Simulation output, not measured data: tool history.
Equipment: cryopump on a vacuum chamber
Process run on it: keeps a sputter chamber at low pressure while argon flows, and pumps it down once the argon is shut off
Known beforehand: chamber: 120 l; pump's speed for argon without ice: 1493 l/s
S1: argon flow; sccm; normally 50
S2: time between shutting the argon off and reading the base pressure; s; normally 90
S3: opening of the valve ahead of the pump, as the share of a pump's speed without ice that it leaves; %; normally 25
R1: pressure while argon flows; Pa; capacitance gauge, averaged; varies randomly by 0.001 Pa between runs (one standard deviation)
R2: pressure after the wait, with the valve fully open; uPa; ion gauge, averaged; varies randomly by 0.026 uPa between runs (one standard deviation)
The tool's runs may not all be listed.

run,hour,S1,S2,S3,R1,R2
1,0.0,50,90,25,0.2294,1.52
2,12.7,47,90,25,0.2160,1.58
3,41.7,50,90,25,0.2293,1.57
4,61.2,50,90,25,0.2290,1.61
5,89.9,50,90,25,0.2301,1.57
6,103.5,50,90,25,0.2312,1.61
7,125.7,50,90,25,0.2308,1.61
8,152.5,50,90,56,0.1050,1.59
9,171.7,50,90,56,0.1055,1.63
10,190.8,77,90,25,0.3569,1.54
11,208.5,50,65,25,0.2299,1.94
12,232.4,50,90,25,0.2307,1.61
13,252.3,50,90,25,0.2303,1.68
14,274.8,50,90,25,0.2312,1.68
15,288.9,27,61,25,0.1259,2.08
16,317.1,26,115,25,0.1194,1.45
17,334.4,50,228,25,0.2295,1.13
18,359.5,50,228,25,0.2295,1.13
19,375.6,50,228,25,0.2311,1.11
20,401.3,46,199,23,0.2303,1.15
21,425.2,46,199,23,0.2293,1.19
22,440.7,92,32,29,0.3696,3.23
23,461.8,92,32,29,0.3671,3.31
24,490.6,92,32,29,0.3707,3.37
25,503.6,50,152,40,0.1466,1.35
26,520.0,74,152,40,0.2172,1.35
27,543.1,23,152,23,0.1154,1.36

5 options for the next run, each taken on its own from the tool as it stands now. Forecast them:
A,555.0,50,90,26,?,?
B,555.0,39,112,38,?,?
C,555.0,71,227,20,?,?
D,555.0,30,217,44,?,?
E,555.0,28,22,30,?,?

run,R1,R2
A,0.2234,1.72
B,0.1206,1.51
C,0.4075,1.16
D,0.0813,1.17
E,0.1097,4.50
Without the tool's hidden state the same runs would have given:
run,R1,R2
A,0.2180,1.12
B,0.1163,0.92
C,0.3998,0.57
D,0.0780,0.57
E,0.1067,3.90

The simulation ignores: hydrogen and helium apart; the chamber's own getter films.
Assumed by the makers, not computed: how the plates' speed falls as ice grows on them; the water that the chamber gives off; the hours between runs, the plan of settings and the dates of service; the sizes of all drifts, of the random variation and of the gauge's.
